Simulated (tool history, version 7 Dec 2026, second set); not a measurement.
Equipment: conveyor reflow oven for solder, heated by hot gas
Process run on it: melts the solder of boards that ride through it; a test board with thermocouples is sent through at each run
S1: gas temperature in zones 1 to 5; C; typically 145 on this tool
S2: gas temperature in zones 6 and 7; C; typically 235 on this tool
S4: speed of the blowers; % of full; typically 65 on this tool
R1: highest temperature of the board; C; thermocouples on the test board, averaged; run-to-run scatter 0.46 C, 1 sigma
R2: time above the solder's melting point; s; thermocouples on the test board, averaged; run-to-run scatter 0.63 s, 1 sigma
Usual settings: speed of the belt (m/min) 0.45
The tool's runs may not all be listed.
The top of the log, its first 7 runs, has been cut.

At day 9.425: flux residue cleaned out of gas plates and filters.
Run 8, day 10.792: usual settings. Result: R1 222.4 C, R2 67.3 s.
Run 9, day 11.938: usual settings but S4 79 % of full. Result: R1 223.1 C, R2 69.3 s.
Run 10, day 12.908: usual settings but S4 79 % of full. Result: R1 223.7 C, R2 69.1 s.
Run 11, day 14.675: usual settings. Result: R1 221.5 C, R2 67.5 s.
Run 12, day 16.192: usual settings. Result: R1 222.2 C, R2 68.3 s.
Run 13, day 17.125: usual settings. Result: R1 220.2 C, R2 68.6 s.
Run 14, day 18.262: usual settings but S1 143 C. Result: R1 221.6 C, R2 66.7 s.
Run 15, day 20.142: usual settings but S1 143 C. Result: R1 221 C, R2 66.8 s.
Run 16, day 21.167: usual settings but speed of the belt (m/min) 0.371. Result: R1 227.2 C, R2 86.6 s.
Run 17, day 22.021: usual settings but S2 238 C, speed of the belt (m/min) 0.518. Result: R1 218.6 C, R2 57 s.
At day 23.029: flux residue cleaned out of gas plates and filters.
Run 18, day 23.675: usual settings but S2 238 C, speed of the belt (m/min) 0.518. Result: R1 219.9 C, R2 57.1 s.
Run 19, day 24.671: usual settings but S4 51 % of full. Result: R1 219.5 C, R2 64.6 s.
Run 20, day 25.529: usual settings but S4 51 % of full. Result: R1 218.4 C, R2 64.9 s.
Run 21, day 27.233: usual settings but S1 158 C, S2 229 C, speed of the belt (m/min) 0.401. Result: R1 222.1 C, R2 83.8 s.
Run 22, day 28.758: usual settings but S1 158 C, S2 243 C, speed of the belt (m/min) 0.485, S4 69 % of full. Result: R1 229.7 C, R2 73.1 s.
Run 23, day 30.021: usual settings but S1 158 C, S2 243 C, speed of the belt (m/min) 0.485, S4 69 % of full. Result: R1 229.8 C, R2 73.9 s.
Run 24, day 31.712: usual settings but S2 234 C, S4 78 % of full. Result: R1 223.4 C, R2 69.4 s.
Run 25, day 32.646: usual settings but S1 155 C, speed of the belt (m/min) 0.462, S4 67 % of full. Result: R1 223.7 C, R2 72.2 s.
Run 26, day 34.096: usual settings but S1 155 C, speed of the belt (m/min) 0.462, S4 67 % of full. Result: R1 222.3 C, R2 70.5 s.
Run 27, day 35.5: usual settings but S1 153 C, speed of the belt (m/min) 0.471. Result: R1 222.3 C, R2 68.3 s.
At day 36.667: flux residue cleaned out of gas plates and filters.
Run 28, day 37.504: usual settings but S1 153 C, S2 246 C, speed of the belt (m/min) 0.471. Result: R1 232.1 C, R2 75.8 s.
Run 29, day 39.333: usual settings but S1 153 C, S2 246 C, speed of the belt (m/min) 0.471. Result: R1 232.7 C, R2 74.9 s.
Run 30, day 41.067: usual settings but S2 238 C, S4 53 % of full. Result: R1 223 C, R2 68.3 s.
Run 31, day 42.304: usual settings but S4 84 % of full. Result: R1 226.6 C, R2 71 s.

What if the next run were any one of these 4? Each begins from the tool's condition after run 31:
Run A, day 43.754: usual settings but S1 133 C, S2 230 C, S4 57 % of full. Result: R1 ?, R2 ?.
Run B, day 43.754: usual settings but S1 159 C, S4 61 % of full. Result: R1 ?, R2 ?.
Run C, day 43.754: usual settings but S1 137 C, S2 236 C, speed of the belt (m/min) 0.44. Result: R1 ?, R2 ?.
Run D, day 43.754: usual settings but S2 249 C, speed of the belt (m/min) 0.411, S4 77 % of full. Result: R1 ?, R2 ?.

run     R1    R2
  A  214.7  56.8
  B  224.4  76.8
  C  223.3  67.6
  D  239.7  85.5
With no hidden state in the tool, these same runs would have given:
run     R1    R2
  A    211  51.2
  B  220.8  71.8
  C  219.5  62.4
  D  235.9  80.7
